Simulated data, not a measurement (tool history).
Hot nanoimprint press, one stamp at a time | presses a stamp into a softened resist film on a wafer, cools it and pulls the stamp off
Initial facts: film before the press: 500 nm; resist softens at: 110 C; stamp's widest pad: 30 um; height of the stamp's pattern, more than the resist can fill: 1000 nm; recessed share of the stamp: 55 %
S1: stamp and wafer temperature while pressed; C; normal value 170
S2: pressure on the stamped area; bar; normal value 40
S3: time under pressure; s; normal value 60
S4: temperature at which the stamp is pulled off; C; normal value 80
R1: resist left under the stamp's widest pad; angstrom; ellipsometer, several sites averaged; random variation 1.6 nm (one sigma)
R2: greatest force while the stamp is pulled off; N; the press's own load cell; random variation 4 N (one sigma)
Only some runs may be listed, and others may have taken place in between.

{"run": 1, "day": 0.0, "S1": 170, "S2": 40, "S3": 60, "S4": 80, "R1": 2597, "R2": 217}
{"day": 0.354, "done": "stamp cleaned and given a new release coat"}
{"run": 2, "day": 1.067, "S1": 170, "S2": 40, "S3": 60, "S4": 80, "R1": 2607, "R2": 197}
{"run": 3, "day": 2.079, "S1": 170, "S2": 40, "S3": 60, "S4": 80, "R1": 2627, "R2": 205}
{"run": 4, "day": 2.775, "S1": 170, "S2": 40, "S3": 60, "S4": 80, "R1": 2668, "R2": 196}
{"run": 5, "day": 4.104, "S1": 170, "S2": 40, "S3": 60, "S4": 80, "R1": 2664, "R2": 210}
{"run": 6, "day": 5.542, "S1": 170, "S2": 40, "S3": 60, "S4": 80, "R1": 2665, "R2": 219}
{"run": 7, "day": 6.938, "S1": 158, "S2": 40, "S3": 71, "S4": 80, "R1": 3796, "R2": 220}
{"run": 8, "day": 8.067, "S1": 166, "S2": 40, "S3": 87, "S4": 80, "R1": 2790, "R2": 225}
{"day": 8.404, "done": "stamp cleaned and given a new release coat"}
{"run": 9, "day": 9.075, "S1": 170, "S2": 38.9, "S3": 60, "S4": 80, "R1": 2691, "R2": 198}
{"run": 10, "day": 10.538, "S1": 170, "S2": 26.3, "S3": 46, "S4": 85, "R1": 3473, "R2": 185}
{"run": 11, "day": 11.7, "S1": 170, "S2": 40, "S3": 60, "S4": 81, "R1": 2686, "R2": 201}
{"run": 12, "day": 12.992, "S1": 159, "S2": 40, "S3": 60, "S4": 70, "R1": 3860, "R2": 244}

Some steps in R1, run to run, broken into two amounts with sign: the step expected even without the hidden condition (settings, incoming material, random variation), and the rest, left for the hidden condition together with whatever gauge scatter is not in both the measured and the hidden-condition-free result:
The tool's hidden condition here consists of: true temperature over the reading, C; pressure that arrives at the usual setting, %; grip of the stamp's worn release coat, % over a new coat's; drift of the gauge itself on residual_nm, %; drift of the gauge itself on pull_off_n, %.
Run 6 -> 7: S1 170 -> 158, S3 60 -> 71. R1 +1131 angstrom: hidden state +31, all else +1100.
Run 11 -> 12: S1 170 -> 159, S4 81 -> 70. R1 +1174 angstrom: hidden state +31, all else +1143.
